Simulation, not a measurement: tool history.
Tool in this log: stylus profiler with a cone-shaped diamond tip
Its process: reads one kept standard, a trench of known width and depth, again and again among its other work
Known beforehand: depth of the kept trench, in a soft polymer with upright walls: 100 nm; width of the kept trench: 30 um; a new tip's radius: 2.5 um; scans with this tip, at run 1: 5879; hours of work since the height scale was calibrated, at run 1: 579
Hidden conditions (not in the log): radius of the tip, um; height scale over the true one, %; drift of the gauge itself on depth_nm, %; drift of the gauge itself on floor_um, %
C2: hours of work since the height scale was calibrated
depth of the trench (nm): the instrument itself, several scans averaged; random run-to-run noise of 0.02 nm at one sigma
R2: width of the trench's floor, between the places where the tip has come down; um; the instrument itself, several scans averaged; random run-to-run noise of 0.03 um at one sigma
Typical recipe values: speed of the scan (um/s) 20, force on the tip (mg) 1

{"run": 1, "hour": 0.0, "speed of the scan (um/s)": 20, "force on the tip (mg)": 1, "scans with this tip": 5879, "C2": 579, "depth of the trench (nm)": 100.49, "R2": 28.37}
{"run": 2, "hour": 13.1, "speed of the scan (um/s)": 20, "force on the tip (mg)": 1, "scans with this tip": 5954, "C2": 586, "depth of the trench (nm)": 100.45, "R2": 28.36}
{"run": 3, "hour": 36.8, "speed of the scan (um/s)": 20, "force on the tip (mg)": 1, "scans with this tip": 6090, "C2": 600, "depth of the trench (nm)": 100.44, "R2": 28.39}
{"run": 4, "hour": 60.1, "speed of the scan (um/s)": 20, "force on the tip (mg)": 1, "scans with this tip": 6224, "C2": 613, "depth of the trench (nm)": 100.44, "R2": 28.4}
{"run": 5, "hour": 82.0, "speed of the scan (um/s)": 20, "force on the tip (mg)": 1, "scans with this tip": 6350, "C2": 625, "depth of the trench (nm)": 100.45, "R2": 28.43}
{"run": 6, "hour": 96.5, "speed of the scan (um/s)": 20, "force on the tip (mg)": 1, "scans with this tip": 6433, "C2": 633, "depth of the trench (nm)": 100.48, "R2": 28.39}
{"run": 7, "hour": 111.0, "speed of the scan (um/s)": 20, "force on the tip (mg)": 2.49, "scans with this tip": 6516, "C2": 642, "depth of the trench (nm)": 100.92, "R2": 28.37}
{"run": 8, "hour": 127.5, "speed of the scan (um/s)": 20, "force on the tip (mg)": 1, "scans with this tip": 6611, "C2": 651, "depth of the trench (nm)": 100.45, "R2": 28.32}
{"run": 9, "hour": 139.9, "speed of the scan (um/s)": 20, "force on the tip (mg)": 0.38, "scans with this tip": 6682, "C2": 658, "depth of the trench (nm)": 100.18, "R2": 28.29}
{"run": 10, "hour": 155.9, "speed of the scan (um/s)": 36, "force on the tip (mg)": 0.38, "scans with this tip": 6774, "C2": 667, "depth of the trench (nm)": 100.21, "R2": 28.15}
{"run": 11, "hour": 183.0, "speed of the scan (um/s)": 20, "force on the tip (mg)": 1, "scans with this tip": 6929, "C2": 682, "depth of the trench (nm)": 100.41, "R2": 28.35}
{"run": 12, "hour": 209.8, "speed of the scan (um/s)": 20, "force on the tip (mg)": 1, "scans with this tip": 7083, "C2": 698, "depth of the trench (nm)": 100.4, "R2": 28.36}
{"run": 13, "hour": 234.7, "speed of the scan (um/s)": 20, "force on the tip (mg)": 1, "scans with this tip": 7226, "C2": 712, "depth of the trench (nm)": 100.46, "R2": 28.37}
{"run": 14, "hour": 260.1, "speed of the scan (um/s)": 20, "force on the tip (mg)": 1.17, "scans with this tip": 7372, "C2": 726, "depth of the trench (nm)": 100.51, "R2": 28.35}
{"run": 15, "hour": 274.9, "speed of the scan (um/s)": 22, "force on the tip (mg)": 1.17, "scans with this tip": 7456, "C2": 734, "depth of the trench (nm)": 100.5, "R2": 28.33}
{"hour": 276.9, "done": "height scale calibrated on a step standard"}
{"run": 16, "hour": 299.8, "speed of the scan (um/s)": 22, "force on the tip (mg)": 1.17, "scans with this tip": 7597, "C2": 13, "depth of the trench (nm)": 100.46, "R2": 28.33}
{"run": 17, "hour": 324.9, "speed of the scan (um/s)": 13, "force on the tip (mg)": 0.45, "scans with this tip": 7741, "C2": 27, "depth of the trench (nm)": 100.15, "R2": 28.33}
{"run": 18, "hour": 343.4, "speed of the scan (um/s)": 13, "force on the tip (mg)": 1.52, "scans with this tip": 7847, "C2": 38, "depth of the trench (nm)": 100.56, "R2": 28.37}
{"run": 19, "hour": 366.8, "speed of the scan (um/s)": 64, "force on the tip (mg)": 2.79, "scans with this tip": 7981, "C2": 51, "depth of the trench (nm)": 100.96, "R2": 28.21}
{"run": 20, "hour": 387.0, "speed of the scan (um/s)": 64, "force on the tip (mg)": 2.79, "scans with this tip": 8097, "C2": 62, "depth of the trench (nm)": 100.9, "R2": 28.28}
{"run": 21, "hour": 411.7, "speed of the scan (um/s)": 64, "force on the tip (mg)": 2.79, "scans with this tip": 8239, "C2": 76, "depth of the trench (nm)": 100.89, "R2": 28.23}
{"run": 22, "hour": 434.3, "speed of the scan (um/s)": 6, "force on the tip (mg)": 2.79, "scans with this tip": 8368, "C2": 89, "depth of the trench (nm)": 100.93, "R2": 28.39}
{"hour": 444.2, "done": "height scale calibrated on a step standard, once more"}
{"run": 23, "hour": 460.3, "speed of the scan (um/s)": 22, "force on the tip (mg)": 1, "scans with this tip": 8515, "C2": 9, "depth of the trench (nm)": 100.45, "R2": 28.28}
{"run": 24, "hour": 474.0, "speed of the scan (um/s)": 7, "force on the tip (mg)": 1.41, "scans with this tip": 8593, "C2": 17, "depth of the trench (nm)": 100.61, "R2": 28.36}
{"run": 25, "hour": 494.7, "speed of the scan (um/s)": 9, "force on the tip (mg)": 1.18, "scans with this tip": 8712, "C2": 29, "depth of the trench (nm)": 100.57, "R2": 28.34}
{"run": 26, "hour": 514.5, "speed of the scan (um/s)": 50, "force on the tip (mg)": 1.96, "scans with this tip": 8826, "C2": 40, "depth of the trench (nm)": 100.78, "R2": 28.22}
{"run": 27, "hour": 532.5, "speed of the scan (um/s)": 50, "force on the tip (mg)": 1.96, "scans with this tip": 8929, "C2": 50, "depth of the trench (nm)": 100.8, "R2": 28.24}

Selected run-to-run steps in depth of the trench (nm), each split into two signed amounts: the part the tool would show with no hidden state at all (from settings, incoming material and random variation), and the remainder, which goes to the hidden state together with any gauge scatter not common to the measured and the hidden-state-free results:
Run 7 -> 8: force on the tip (mg) 2.49 -> 1. depth of the trench (nm) -0.47: hidden state +0, all else -0.47.
Run 15 -> 16: height scale calibrated on a step standard. depth of the trench (nm) -0.04: hidden state -0.04, all else +0.
Run 22 -> 23: speed of the scan (um/s) 6 -> 22, force on the tip (mg) 2.79 -> 1, height scale calibrated on a step standard, once more. depth of the trench (nm) -0.48: hidden state +0.13, all else -0.61.

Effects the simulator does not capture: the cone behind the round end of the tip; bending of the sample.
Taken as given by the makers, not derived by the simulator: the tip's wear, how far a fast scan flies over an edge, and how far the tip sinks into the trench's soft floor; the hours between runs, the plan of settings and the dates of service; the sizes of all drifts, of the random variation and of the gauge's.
